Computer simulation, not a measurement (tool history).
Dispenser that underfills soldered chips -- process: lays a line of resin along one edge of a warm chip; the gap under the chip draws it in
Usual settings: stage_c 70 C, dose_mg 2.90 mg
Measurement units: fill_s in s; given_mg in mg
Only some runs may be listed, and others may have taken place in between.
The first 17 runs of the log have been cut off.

run 18 day=3.396 | stage_c=70 dose_mg=2.90 | fill_s=29.6 given_mg=2.77
run 19 day=3.638 | stage_c=70 dose_mg=2.90 | fill_s=41.9 given_mg=2.71
-- day=3.688 new syringe of resin
run 20 day=3.842 | stage_c=60 dose_mg=2.90 | fill_s=37.5 given_mg=2.71
run 21 day=4.008 | stage_c=60 dose_mg=2.90 | fill_s=50.4 given_mg=2.74
-- day=4.196 new syringe of resin
run 22 day=4.196 | stage_c=60 dose_mg=2.90 | fill_s=30.3 given_mg=2.72
-- day=4.346 dispensing valve cleaned and set on the balance
run 23 day=4.367 | stage_c=75 dose_mg=2.69 | fill_s=21.0 given_mg=2.70
run 24 day=4.525 | stage_c=75 dose_mg=2.69 | fill_s=26.5 given_mg=2.68
-- day=4.754 new syringe of resin
run 25 day=4.775 | stage_c=75 dose_mg=2.69 | fill_s=18.3 given_mg=2.68
run 26 day=4.925 | stage_c=67 dose_mg=2.68 | fill_s=30.9 given_mg=2.68
run 27 day=5.075 | stage_c=59 dose_mg=3.39 | fill_s=49.9 given_mg=3.39

What does the tool deliver on the next run?
-- day=5.271 new syringe of resin
run 28 day=5.358 | stage_c=70 dose_mg=3.37 | fill_s=? given_mg=?

{"run 28": {"fill_s": 22.3, "given_mg": 3.34}}
On a tool with no hidden condition, and with the same random variation, this run would have come out at fill_s 20.4 s, given_mg 3.38 mg.
